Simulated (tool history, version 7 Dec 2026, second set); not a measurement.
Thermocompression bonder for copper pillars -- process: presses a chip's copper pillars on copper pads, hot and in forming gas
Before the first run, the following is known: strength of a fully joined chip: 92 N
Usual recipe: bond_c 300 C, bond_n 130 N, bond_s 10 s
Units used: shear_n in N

{"run": 1, "day": 0.0, "bond_c": 300, "bond_n": 130, "bond_s": 10, "shear_n": 69.3}
{"run": 2, "day": 1.725, "bond_c": 300, "bond_n": 130, "bond_s": 10, "shear_n": 69.3}
{"run": 3, "day": 3.079, "bond_c": 288, "bond_n": 130, "bond_s": 10, "shear_n": 65.2}
{"run": 4, "day": 4.154, "bond_c": 300, "bond_n": 130, "bond_s": 10, "shear_n": 69}
{"run": 5, "day": 5.217, "bond_c": 300, "bond_n": 130, "bond_s": 10, "shear_n": 68.8}
{"run": 6, "day": 7.279, "bond_c": 300, "bond_n": 130, "bond_s": 10, "shear_n": 68.9}
{"run": 7, "day": 9.217, "bond_c": 303, "bond_n": 130, "bond_s": 10, "shear_n": 70.4}
{"run": 8, "day": 10.312, "bond_c": 303, "bond_n": 130, "bond_s": 10, "shear_n": 70}
{"run": 9, "day": 12.425, "bond_c": 303, "bond_n": 130, "bond_s": 10, "shear_n": 70.7}
{"run": 10, "day": 13.35, "bond_c": 300, "bond_n": 130, "bond_s": 10, "shear_n": 70.3}
{"run": 11, "day": 14.583, "bond_c": 300, "bond_n": 130, "bond_s": 10, "shear_n": 69.7}
{"run": 12, "day": 15.812, "bond_c": 300, "bond_n": 130, "bond_s": 9, "shear_n": 67.8}
{"run": 13, "day": 17.458, "bond_c": 300, "bond_n": 130, "bond_s": 18, "shear_n": 78.4}
{"run": 14, "day": 18.629, "bond_c": 300, "bond_n": 130, "bond_s": 18, "shear_n": 78.1}
{"run": 15, "day": 20.142, "bond_c": 300, "bond_n": 130, "bond_s": 18, "shear_n": 77.6}
{"run": 16, "day": 21.892, "bond_c": 300, "bond_n": 83, "bond_s": 10, "shear_n": 51.9}
{"run": 17, "day": 23.008, "bond_c": 283, "bond_n": 118, "bond_s": 22, "shear_n": 71.5}
{"run": 18, "day": 25.125, "bond_c": 283, "bond_n": 118, "bond_s": 22, "shear_n": 72}
{"day": 25.9, "done": "forming gas filter changed"}
{"run": 19, "day": 27.183, "bond_c": 314, "bond_n": 130, "bond_s": 7, "shear_n": 70.3}
{"run": 20, "day": 29.317, "bond_c": 314, "bond_n": 93, "bond_s": 7, "shear_n": 57.7}
{"day": 30.588, "done": "heater calibrated with a thermocouple chip"}
{"run": 21, "day": 31.4, "bond_c": 327, "bond_n": 96, "bond_s": 7, "shear_n": 59.2}
{"run": 22, "day": 32.975, "bond_c": 327, "bond_n": 96, "bond_s": 7, "shear_n": 59.6}
{"run": 23, "day": 34.004, "bond_c": 277, "bond_n": 93, "bond_s": 6, "shear_n": 38.4}
{"run": 24, "day": 35.683, "bond_c": 305, "bond_n": 163, "bond_s": 18, "shear_n": 84.1}
{"run": 25, "day": 37.379, "bond_c": 301, "bond_n": 82, "bond_s": 7, "shear_n": 44}
{"run": 26, "day": 39.329, "bond_c": 300, "bond_n": 194, "bond_s": 6, "shear_n": 74.5}
{"run": 27, "day": 40.529, "bond_c": 300, "bond_n": 117, "bond_s": 6, "shear_n": 55.5}

What does the tool deliver on the next run?
{"run": 28, "day": 41.908, "bond_c": 274, "bond_n": 129, "bond_s": 10, "shear_n": "?"}

shear_n: 57.7 N
Minus the tool's unlogged condition, the same run would have read shear_n 56.3 N.
